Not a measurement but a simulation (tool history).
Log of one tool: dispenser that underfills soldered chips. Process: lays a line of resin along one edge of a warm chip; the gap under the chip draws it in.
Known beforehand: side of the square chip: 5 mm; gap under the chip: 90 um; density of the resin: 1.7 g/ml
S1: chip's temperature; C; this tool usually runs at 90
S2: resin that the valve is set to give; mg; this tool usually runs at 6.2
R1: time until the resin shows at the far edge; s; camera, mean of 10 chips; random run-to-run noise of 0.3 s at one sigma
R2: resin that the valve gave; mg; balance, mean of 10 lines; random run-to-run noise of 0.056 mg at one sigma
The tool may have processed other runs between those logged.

run,hour,S1,S2,R1,R2
1,0,90,6.2,7.1,6.17
# hour 2.8: new syringe of resin
2,4.9,90,6.2,5.4,6.08
3,15,90,6.2,7.4,6.07
# hour 18.4: new syringe of resin
4,20.7,90,7.67,5,7.48
5,28.9,90,7.93,6.8,7.73
# hour 33.2: new syringe of resin
6,38.5,103,7.93,3.3,7.62
7,45.6,103,7.93,3.8,7.63
# hour 48.3: new syringe of resin
8,55.6,91,6.2,6,5.77
# hour 63.2: new syringe of resin
9,63.7,91,6.2,4.1,5.85
10,72.4,93,6.2,5.9,5.75
# hour 78.8: new syringe of resin
11,82.6,93,6.2,4.5,5.78
12,86.9,83,7.17,9.2,6.77
# hour 93.8: new syringe of resin
13,95.5,102,6.2,3.4,5.82
14,104.1,89,5.96,6.9,5.48
# hour 108.9: dispensing valve cleaned and set on the balance
# hour 109.7: new syringe of resin
15,112.7,75,5.38,10.5,5.31
16,121.5,75,5.38,14.8,5.32
# hour 125.3: new syringe of resin
17,130.3,75,5.38,11.3,5.25
18,134.8,89,7.14,7.1,6.97
# hour 140.5: new syringe of resin
19,143.7,84,7.33,6.6,7.12
20,148.4,89,6.14,6.4,5.95

Alternative continuations, all from the tool just after run 20; predict every row:
# hour 155.3: new syringe of resin
A,156.8,96,6.2,?,?
# hour 155.3: new syringe of resin
B,156.8,96,7.98,?,?
# hour 155.3: new syringe of resin
C,156.8,78,6.63,?,?

run,R1,R2
A,4,6.14
B,4,7.85
C,9.2,6.49
Without the tool's unlogged condition, the same runs would have read:
run,R1,R2
A,4.1,6.29
B,4.2,8.05
C,9.7,6.66

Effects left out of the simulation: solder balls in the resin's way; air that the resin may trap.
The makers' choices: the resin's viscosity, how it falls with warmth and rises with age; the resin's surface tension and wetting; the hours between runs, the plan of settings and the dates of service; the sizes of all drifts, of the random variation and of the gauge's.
